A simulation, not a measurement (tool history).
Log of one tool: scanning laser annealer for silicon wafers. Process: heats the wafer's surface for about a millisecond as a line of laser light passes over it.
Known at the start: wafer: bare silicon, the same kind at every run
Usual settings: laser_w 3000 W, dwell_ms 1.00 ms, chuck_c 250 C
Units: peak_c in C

run 1 hour=0.0 | laser_w=3000 dwell_ms=1.00 chuck_c=250 | peak_c=1043
run 2 hour=5.0 | laser_w=3000 dwell_ms=1.00 chuck_c=250 | peak_c=1042
run 3 hour=14.3 | laser_w=3000 dwell_ms=1.00 chuck_c=250 | peak_c=1042
run 4 hour=23.5 | laser_w=3000 dwell_ms=1.00 chuck_c=250 | peak_c=1044
run 5 hour=27.8 | laser_w=3000 dwell_ms=0.88 chuck_c=250 | peak_c=996
run 6 hour=35.4 | laser_w=3000 dwell_ms=0.88 chuck_c=250 | peak_c=996
run 7 hour=44.6 | laser_w=3000 dwell_ms=1.00 chuck_c=246 | peak_c=1036
-- hour=47.0 window over the wafer cleaned
run 8 hour=53.0 | laser_w=3000 dwell_ms=1.00 chuck_c=257 | peak_c=1044
run 9 hour=62.5 | laser_w=2875 dwell_ms=1.00 chuck_c=224 | peak_c=966
run 10 hour=67.8 | laser_w=2599 dwell_ms=0.78 chuck_c=222 | peak_c=804
run 11 hour=76.6 | laser_w=2599 dwell_ms=0.87 chuck_c=222 | peak_c=833
run 12 hour=82.6 | laser_w=3239 dwell_ms=0.84 chuck_c=257 | peak_c=1062
-- hour=86.5 window over the wafer cleaned, once more
run 13 hour=91.8 | laser_w=3000 dwell_ms=1.02 chuck_c=266 | peak_c=1085
run 14 hour=100.6 | laser_w=2798 dwell_ms=0.96 chuck_c=247 | peak_c=974
run 15 hour=109.8 | laser_w=3000 dwell_ms=0.90 chuck_c=250 | peak_c=1027
run 16 hour=119.0 | laser_w=3000 dwell_ms=0.90 chuck_c=268 | peak_c=1039

Forecast each of these 3 alternatives for the next run:
run A hour=123.4 | laser_w=3136 dwell_ms=0.98 chuck_c=285 | peak_c=?
run B hour=123.4 | laser_w=3019 dwell_ms=1.03 chuck_c=239 | peak_c=?
run C hour=123.4 | laser_w=3253 dwell_ms=0.86 chuck_c=268 | peak_c=?

run=A peak_c=1134
run=B peak_c=1065
run=C peak_c=1113
Without the tool's hidden state the same runs would have given:
run=A peak_c=1147
run=B peak_c=1078
run=C peak_c=1127

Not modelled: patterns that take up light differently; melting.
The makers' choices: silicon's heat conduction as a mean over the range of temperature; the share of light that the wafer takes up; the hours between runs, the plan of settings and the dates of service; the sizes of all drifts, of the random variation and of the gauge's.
